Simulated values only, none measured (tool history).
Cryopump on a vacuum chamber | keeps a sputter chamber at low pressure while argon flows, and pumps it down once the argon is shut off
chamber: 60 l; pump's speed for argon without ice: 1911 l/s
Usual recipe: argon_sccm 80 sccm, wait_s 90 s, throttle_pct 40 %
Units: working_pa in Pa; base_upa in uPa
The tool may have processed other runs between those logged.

run,hour,argon_sccm,wait_s,throttle_pct,working_pa,base_upa
1,0.0,80,90,40,0.1877,0.58
2,34.5,34,90,40,0.0809,0.62
3,87.0,34,90,40,0.0797,0.62
4,139.4,34,90,40,0.0803,0.62
5,187.9,34,90,40,0.0809,0.67
6,234.0,80,28,40,0.1900,1.27
7,284.6,80,28,40,0.1918,1.22
8,337.4,72,90,40,0.1715,0.74
9,396.2,72,90,40,0.1718,0.73
10,430.0,72,90,40,0.1744,0.74
11,455.6,80,44,40,0.1916,1.04
12,492.6,80,90,40,0.1915,0.73
13,538.9,80,90,40,0.1916,0.78
14,578.9,80,284,40,0.1937,0.64
15,629.3,80,90,18,0.4119,0.79
16,665.0,80,90,18,0.4110,0.79
17,701.3,80,40,40,0.1956,1.14
18,754.1,80,42,40,0.1964,1.11
19,781.0,153,94,40,0.3765,0.81
20,818.9,100,24,43,0.2306,1.55
21,868.4,80,90,32,0.2430,0.85
22,924.6,38,90,40,0.0949,0.88
23,977.0,40,80,52,0.0788,0.94

Run 24 has not been measured yet. What should we expect?
24,1018.2,40,191,46,?,?

working_pa: 0.0875 Pa
base_upa: 0.80 uPa
With the hidden condition absent and the run-to-run variation left alone, this run would have shown working_pa 0.0765 Pa, base_upa 0.28 uPa.

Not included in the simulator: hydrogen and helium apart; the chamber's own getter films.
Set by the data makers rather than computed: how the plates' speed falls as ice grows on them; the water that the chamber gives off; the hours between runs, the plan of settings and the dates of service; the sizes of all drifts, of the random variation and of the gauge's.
